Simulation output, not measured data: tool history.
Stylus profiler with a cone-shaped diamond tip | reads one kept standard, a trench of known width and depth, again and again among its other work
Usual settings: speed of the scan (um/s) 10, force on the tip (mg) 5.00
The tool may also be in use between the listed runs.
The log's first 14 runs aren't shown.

run	hour	speed of the scan (um/s)	force on the tip (mg)	scans with this tip	hours of work since the height scale was calibrated	depth of the trench (angstrom)	width of the trench's floor (nm)
15	160.0	10	5.00	1330	222	1014.7	28010
16	170.0	10	5.00	1378	230	1014.6	28000
17	180.1	10	5.00	1426	238	1013.9	27960
18	192.8	10	5.00	1487	249	1014.2	28020
19	203.7	10	9.20	1539	257	1021.5	28000
20	211.3	2	5.00	1575	263	1014.9	28080
21	220.6	2	5.00	1619	271	1014.9	27920
22	232.3	2	5.00	1675	280	1014.7	28030
23	245.8	2	5.00	1739	291	1015.0	28030
24	257.0	6	2.50	1793	300	1009.3	28030
25	264.5	10	3.08	1829	306	1009.9	27980
26	272.3	10	3.01	1866	312	1010.2	28010

Forecast run 27:
27	285.4	9	6.79	1928	322	?	?

Run 27 gave depth of the trench (angstrom) 1018.3, width of the trench's floor (nm) 27960.
Without the tool's hidden state the same run would have given depth of the trench (angstrom) 1018.3, width of the trench's floor (nm) 27960.

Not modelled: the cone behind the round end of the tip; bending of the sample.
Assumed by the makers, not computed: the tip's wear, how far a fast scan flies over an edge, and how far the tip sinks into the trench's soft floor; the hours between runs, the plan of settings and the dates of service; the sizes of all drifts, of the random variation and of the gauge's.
